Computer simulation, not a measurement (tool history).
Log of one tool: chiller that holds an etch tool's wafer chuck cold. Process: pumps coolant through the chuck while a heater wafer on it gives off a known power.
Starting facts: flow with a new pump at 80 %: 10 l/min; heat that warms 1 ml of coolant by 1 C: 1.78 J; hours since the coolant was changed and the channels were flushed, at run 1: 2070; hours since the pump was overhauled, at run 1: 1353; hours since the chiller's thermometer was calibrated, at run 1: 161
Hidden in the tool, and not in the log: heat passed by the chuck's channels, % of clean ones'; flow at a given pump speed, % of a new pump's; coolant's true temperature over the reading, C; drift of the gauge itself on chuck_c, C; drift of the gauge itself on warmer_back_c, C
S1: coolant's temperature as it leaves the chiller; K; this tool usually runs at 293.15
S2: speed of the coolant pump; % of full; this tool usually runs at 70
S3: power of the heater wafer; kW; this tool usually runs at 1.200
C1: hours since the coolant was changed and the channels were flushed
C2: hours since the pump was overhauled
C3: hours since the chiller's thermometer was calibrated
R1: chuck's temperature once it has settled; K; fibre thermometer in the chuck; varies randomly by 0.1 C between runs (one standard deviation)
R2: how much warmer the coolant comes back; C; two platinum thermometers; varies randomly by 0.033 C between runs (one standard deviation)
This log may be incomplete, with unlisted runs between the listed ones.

{"run": 1, "hour": 0.0, "S1": 293.15, "S2": 70, "S3": 1.2, "C1": 2070, "C2": 1353, "C3": 161, "R1": 307.35, "R2": 4.89}
{"run": 2, "hour": 20.2, "S1": 293.15, "S2": 70, "S3": 1.2, "C1": 2090, "C2": 1374, "C3": 181, "R1": 307.45, "R2": 4.84}
{"run": 3, "hour": 41.5, "S1": 293.15, "S2": 70, "S3": 1.2, "C1": 2111, "C2": 1395, "C3": 202, "R1": 307.45, "R2": 4.93}
{"run": 4, "hour": 61.2, "S1": 293.15, "S2": 70, "S3": 1.2, "C1": 2131, "C2": 1414, "C3": 222, "R1": 307.45, "R2": 4.9}
{"run": 5, "hour": 79.4, "S1": 293.15, "S2": 70, "S3": 1.2, "C1": 2149, "C2": 1433, "C3": 240, "R1": 307.55, "R2": 4.97}
{"run": 6, "hour": 106.3, "S1": 293.15, "S2": 70, "S3": 1.2, "C1": 2176, "C2": 1460, "C3": 267, "R1": 307.25, "R2": 4.89}
{"run": 7, "hour": 141.5, "S1": 293.15, "S2": 70, "S3": 1.757, "C1": 2211, "C2": 1495, "C3": 302, "R1": 314.25, "R2": 7.18}
{"run": 8, "hour": 175.1, "S1": 293.15, "S2": 87, "S3": 1.2, "C1": 2245, "C2": 1528, "C3": 336, "R1": 304.95, "R2": 3.87}
{"run": 9, "hour": 193.0, "S1": 293.15, "S2": 87, "S3": 1.2, "C1": 2263, "C2": 1546, "C3": 354, "R1": 304.95, "R2": 3.88}
{"run": 10, "hour": 224.1, "S1": 293.15, "S2": 87, "S3": 1.2, "C1": 2294, "C2": 1577, "C3": 385, "R1": 304.95, "R2": 3.93}
{"run": 11, "hour": 258.5, "S1": 293.15, "S2": 87, "S3": 1.2, "C1": 2328, "C2": 1612, "C3": 419, "R1": 305.05, "R2": 3.96}
{"run": 12, "hour": 280.7, "S1": 293.15, "S2": 70, "S3": 1.2, "C1": 2351, "C2": 1634, "C3": 441, "R1": 307.55, "R2": 4.93}
{"run": 13, "hour": 310.2, "S1": 293.15, "S2": 70, "S3": 1.2, "C1": 2380, "C2": 1663, "C3": 471, "R1": 307.55, "R2": 4.9}
{"run": 14, "hour": 333.1, "S1": 293.15, "S2": 70, "S3": 1.2, "C1": 2403, "C2": 1686, "C3": 494, "R1": 307.65, "R2": 4.98}
{"run": 15, "hour": 350.3, "S1": 293.15, "S2": 70, "S3": 1.2, "C1": 2420, "C2": 1704, "C3": 511, "R1": 307.55, "R2": 4.99}
{"run": 16, "hour": 368.7, "S1": 293.15, "S2": 70, "S3": 1.2, "C1": 2439, "C2": 1722, "C3": 529, "R1": 307.55, "R2": 4.95}
{"run": 17, "hour": 392.6, "S1": 293.15, "S2": 92, "S3": 1.2, "C1": 2462, "C2": 1746, "C3": 553, "R1": 304.45, "R2": 3.69}
{"run": 18, "hour": 416.6, "S1": 293.15, "S2": 92, "S3": 1.2, "C1": 2486, "C2": 1770, "C3": 577, "R1": 304.55, "R2": 3.77}

For run 19, what comes out?
{"run": 19, "hour": 444.9, "S1": 293.15, "S2": 84, "S3": 1.2, "C1": 2515, "C2": 1798, "C3": 605, "R1": "?", "R2": "?"}

R1: 305.65 K
R2: 4.15 C
Take away the tool's hidden state, keep the run-to-run variation as it was, and the same run would have given R1 304.35 K, R2 3.88 C.
